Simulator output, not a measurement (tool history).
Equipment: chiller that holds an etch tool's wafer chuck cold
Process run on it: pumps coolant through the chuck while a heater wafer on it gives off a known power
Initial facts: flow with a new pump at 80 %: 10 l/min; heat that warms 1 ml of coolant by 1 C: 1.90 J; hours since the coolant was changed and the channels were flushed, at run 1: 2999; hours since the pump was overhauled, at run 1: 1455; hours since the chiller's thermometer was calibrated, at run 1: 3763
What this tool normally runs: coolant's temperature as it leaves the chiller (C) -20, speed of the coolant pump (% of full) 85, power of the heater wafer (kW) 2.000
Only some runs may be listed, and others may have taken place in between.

| run | hour | coolant's temperature as it leaves the chiller (C) | speed of the coolant pump (% of full) | power of the heater wafer (kW) | hours since the coolant was changed and the channels were flushed | hours since the pump was overhauled | hours since the chiller's thermometer was calibrated | chuck's temperature once it has settled (C) | how much warmer the coolant comes back (C) |
|---|---|---|---|---|---|---|---|---|---|
| 1 | 0.0 | -20 | 85 | 2.000 | 2999 | 1455 | 3763 | 0.2 | 5.95 |
| 2 | 67.8 | -20 | 85 | 2.000 | 3067 | 1523 | 3831 | 0.2 | 5.97 |
| 3 | 113.1 | -20 | 85 | 2.000 | 3112 | 1568 | 3876 | 0.4 | 5.95 |
| 4 | 151.4 | -20 | 85 | 2.000 | 3151 | 1606 | 3915 | 0.2 | 5.93 |
| 5 | 179.5 | -20 | 85 | 2.000 | 3179 | 1634 | 3943 | 0.3 | 5.95 |
| 6 | 222.9 | -20 | 85 | 2.000 | 3222 | 1678 | 3986 | 0.3 | 5.95 |
| 7 | 268.5 | -20 | 66 | 2.000 | 3268 | 1723 | 4032 | 6.1 | 7.86 |
| 8 | 327.3 | -16 | 66 | 2.000 | 3327 | 1782 | 4091 | 10.1 | 7.89 |
| 9 | 365.7 | -16 | 66 | 2.000 | 3365 | 1820 | 4129 | 10.1 | 7.91 |
| 10 | 403.5 | -20 | 85 | 2.000 | 3403 | 1858 | 4167 | 0.3 | 6.03 |
| 11 | 449.6 | -20 | 85 | 2.677 | 3449 | 1904 | 4213 | 7.0 | 8.07 |
| 12 | 510.5 | -20 | 85 | 2.395 | 3510 | 1965 | 4274 | 4.2 | 7.21 |
| 13 | 548.3 | -20 | 85 | 2.395 | 3547 | 2003 | 4312 | 4.0 | 7.24 |
| 14 | 611.7 | -20 | 85 | 2.395 | 3611 | 2066 | 4375 | 4.3 | 7.20 |
| 15 | 669.0 | -20 | 85 | 2.395 | 3668 | 2124 | 4432 | 4.2 | 7.24 |
| 16 | 707.4 | -20 | 85 | 2.395 | 3707 | 2162 | 4471 | 4.1 | 7.24 |
| 17 | 761.3 | -20 | 85 | 2.395 | 3761 | 2216 | 4525 | 4.5 | 7.23 |
| 18 | 812.5 | -26 | 85 | 2.000 | 3812 | 2267 | 4576 | -5.6 | 6.12 |
| 19 | 879.1 | -21 | 75 | 1.681 | 3878 | 2334 | 4642 | -1.7 | 5.96 |
| 20 | 907.4 | -23 | 95 | 1.489 | 3907 | 2362 | 4671 | -9.3 | 4.14 |
|  | 922.7 | gauge calibrated |
| 21 | 967.1 | -15 | 61 | 1.454 | 3966 | 2422 | 4730 | 5.4 | 6.26 |
| 22 | 1001.8 | -28 | 85 | 1.217 | 4001 | 2456 | 4765 | -15.6 | 3.58 |
| 23 | 1051.4 | -28 | 71 | 2.259 | 4051 | 2506 | 4815 | -0.6 | 8.23 |
| 24 | 1093.8 | -15 | 89 | 2.252 | 4093 | 2548 | 4857 | 7.0 | 6.41 |
| 25 | 1124.7 | -15 | 89 | 2.252 | 4124 | 2579 | 4888 | 6.8 | 6.35 |
| 26 | 1172.9 | -16 | 91 | 2.711 | 4172 | 2628 | 4936 | 10.0 | 7.50 |
| 27 | 1234.0 | -28 | 73 | 2.244 | 4233 | 2689 | 4997 | -1.6 | 7.93 |
| 28 | 1295.6 | -19 | 68 | 1.318 | 4295 | 2750 | 5059 | -2.3 | 5.04 |
| 29 | 1333.3 | -12 | 63 | 1.318 | 4333 | 2788 | 5097 | 5.9 | 5.50 |
| 30 | 1400.6 | -20 | 85 | 1.710 | 4400 | 2855 | 5164 | -2.5 | 5.23 |
| 31 | 1435.8 | -20 | 62 | 1.818 | 4435 | 2890 | 5199 | 5.1 | 7.80 |

For each run, the measured value with the value that run would have given without the tool's hidden condition subtracted. The run-to-run variation is shared by both, the gauge scatter possibly not:
Hidden conditions of the tool in this case: heat passed by the chuck's channels, % of clean ones'; flow at a given pump speed, % of a new pump's; coolant's true temperature over the reading, C; drift of the gauge itself on chuck_c, C; drift of the gauge itself on warmer_back_c, C.
| run | how much warmer the coolant comes back (C) |
|---|---|
| 1 | +0.00 |
| 2 | +0.02 |
| 3 | +0.03 |
| 4 | +0.04 |
| 5 | +0.05 |
| 6 | +0.05 |
| 7 | +0.07 |
| 8 | +0.08 |
| 9 | +0.09 |
| 10 | +0.09 |
| 11 | +0.11 |
| 12 | +0.12 |
| 13 | +0.12 |
| 14 | +0.14 |
| 15 | +0.15 |
| 16 | +0.17 |
| 17 | +0.18 |
| 18 | +0.19 |
| 19 | +0.20 |
| 20 | +0.22 |
| 21 | +0.01 |
| 22 | +0.02 |
| 23 | +0.04 |
| 24 | +0.04 |
| 25 | +0.04 |
| 26 | +0.06 |
| 27 | +0.07 |
| 28 | +0.09 |
| 29 | +0.10 |
| 30 | +0.12 |
| 31 | +0.12 |
For chuck's temperature once it has settled (C), the value without the hidden state is never more than 0.1 from the measured value.
